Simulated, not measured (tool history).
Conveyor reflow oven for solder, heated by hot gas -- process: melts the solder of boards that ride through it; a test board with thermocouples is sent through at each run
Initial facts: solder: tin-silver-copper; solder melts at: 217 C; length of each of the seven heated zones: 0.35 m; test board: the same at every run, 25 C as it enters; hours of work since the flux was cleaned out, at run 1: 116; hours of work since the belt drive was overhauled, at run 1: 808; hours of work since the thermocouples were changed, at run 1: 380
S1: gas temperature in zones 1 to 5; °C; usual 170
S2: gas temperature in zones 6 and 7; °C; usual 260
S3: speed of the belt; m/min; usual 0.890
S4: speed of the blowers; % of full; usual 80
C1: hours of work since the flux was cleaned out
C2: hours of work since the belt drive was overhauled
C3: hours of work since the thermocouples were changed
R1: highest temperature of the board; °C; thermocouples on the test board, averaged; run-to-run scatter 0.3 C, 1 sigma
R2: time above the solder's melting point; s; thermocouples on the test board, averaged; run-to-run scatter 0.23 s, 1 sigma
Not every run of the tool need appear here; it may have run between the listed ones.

| run | day | S1 | S2 | S3 | S4 | C1 | C2 | C3 | R1 | R2 |
|---|---|---|---|---|---|---|---|---|---|---|
| 1 | 0.000 | 170 | 260 | 0.890 | 80 | 116 | 808 | 380 | 244.7 | 31.5 |
| 2 | 1.892 | 170 | 260 | 0.890 | 80 | 151 | 843 | 414 | 244.2 | 31.2 |
| 3 | 3.192 | 170 | 260 | 0.890 | 80 | 175 | 866 | 438 | 244.1 | 30.9 |
| 4 | 4.625 | 170 | 260 | 0.890 | 80 | 201 | 892 | 464 | 243.8 | 30.9 |
| 5 | 5.812 | 170 | 260 | 0.890 | 80 | 222 | 914 | 486 | 244.7 | 31.0 |
| 6 | 6.738 | 170 | 260 | 0.890 | 68 | 239 | 931 | 503 | 240.8 | 28.2 |
| 7 | 8.179 | 170 | 260 | 0.890 | 68 | 265 | 957 | 529 | 240.4 | 28.0 |
| 8 | 9.325 | 170 | 260 | 0.890 | 68 | 286 | 978 | 550 | 241.1 | 27.8 |
| 9 | 10.262 | 170 | 269 | 0.890 | 80 | 303 | 995 | 567 | 250.4 | 34.2 |
| 10 | 11.333 | 170 | 269 | 0.890 | 80 | 323 | 1015 | 586 | 251.1 | 34.4 |
| 11 | 12.512 | 170 | 270 | 0.890 | 80 | 344 | 1036 | 608 | 251.9 | 34.3 |
| 12 | 13.333 | 170 | 270 | 0.890 | 80 | 359 | 1051 | 623 | 251.4 | 34.2 |
| 13 | 15.054 | 170 | 260 | 0.890 | 82 | 391 | 1083 | 654 | 242.9 | 30.2 |
| 14 | 16.692 | 170 | 260 | 0.890 | 82 | 421 | 1112 | 684 | 242.6 | 29.3 |
|  | 18.242 | flux residue cleaned out of gas plates and filters |
| 15 | 18.458 | 170 | 260 | 0.890 | 82 | 4 | 1141 | 712 | 247.9 | 33.7 |
| 16 | 19.379 | 170 | 260 | 0.890 | 82 | 21 | 1158 | 729 | 247.6 | 33.8 |
|  | 19.842 | belt drive overhauled, speed set with a stopwatch |
| 17 | 21.367 | 176 | 260 | 0.836 | 80 | 54 | 28 | 762 | 248.4 | 37.0 |
|  | 21.700 | thermocouples of zones 6 and 7 changed |
| 18 | 22.504 | 176 | 260 | 0.836 | 80 | 73 | 47 | 15 | 246.5 | 35.6 |
| 19 | 24.346 | 176 | 274 | 0.735 | 80 | 107 | 81 | 48 | 262.5 | 48.7 |
| 20 | 25.971 | 163 | 274 | 0.762 | 80 | 136 | 110 | 78 | 259.1 | 42.9 |
| 21 | 27.204 | 163 | 274 | 0.762 | 63 | 159 | 133 | 100 | 255.3 | 39.9 |
| 22 | 28.742 | 163 | 274 | 0.762 | 63 | 187 | 161 | 128 | 254.5 | 39.9 |
| 23 | 30.488 | 165 | 265 | 0.935 | 68 | 219 | 193 | 160 | 241.0 | 25.2 |
| 24 | 31.504 | 177 | 262 | 1.051 | 53 | 237 | 211 | 179 | 232.2 | 16.4 |
| 25 | 33.012 | 165 | 248 | 0.907 | 63 | 265 | 239 | 206 | 226.6 | 14.5 |
| 26 | 33.871 | 165 | 248 | 0.907 | 63 | 280 | 254 | 222 | 227.2 | 14.1 |
| 27 | 35.000 | 157 | 260 | 0.890 | 85 | 301 | 275 | 242 | 241.3 | 25.3 |
| 28 | 36.012 | 170 | 263 | 0.788 | 80 | 319 | 293 | 261 | 248.1 | 37.6 |
| 29 | 37.846 | 172 | 260 | 0.890 | 60 | 353 | 327 | 294 | 236.3 | 25.1 |
| 30 | 38.904 | 183 | 261 | 0.890 | 60 | 372 | 346 | 314 | 240.4 | 30.0 |
| 31 | 39.917 | 183 | 261 | 0.890 | 60 | 391 | 365 | 332 | 240.9 | 29.5 |

Here are 4 independent what-if runs from the current tool condition. What would each one return?
| A | 40.725 | 179 | 262 | 0.908 | 60 | 405 | 379 | 347 | ? | ? |
| B | 40.725 | 170 | 260 | 0.748 | 77 | 405 | 379 | 347 | ? | ? |
| C | 40.725 | 184 | 263 | 0.890 | 73 | 405 | 379 | 347 | ? | ? |
| D | 40.725 | 183 | 254 | 0.890 | 80 | 405 | 379 | 347 | ? | ? |

| run | R1 | R2 |
|---|---|---|
| A | 239.5 | 27.0 |
| B | 246.1 | 38.1 |
| C | 245.6 | 33.3 |
| D | 239.0 | 29.8 |
The same runs, with their run-to-run variation unchanged, on a tool lacking any hidden condition would have given:
| run | R1 | R2 |
|---|---|---|
| A | 242.9 | 29.9 |
| B | 249.1 | 40.5 |
| C | 249.0 | 35.7 |
| D | 242.0 | 32.6 |

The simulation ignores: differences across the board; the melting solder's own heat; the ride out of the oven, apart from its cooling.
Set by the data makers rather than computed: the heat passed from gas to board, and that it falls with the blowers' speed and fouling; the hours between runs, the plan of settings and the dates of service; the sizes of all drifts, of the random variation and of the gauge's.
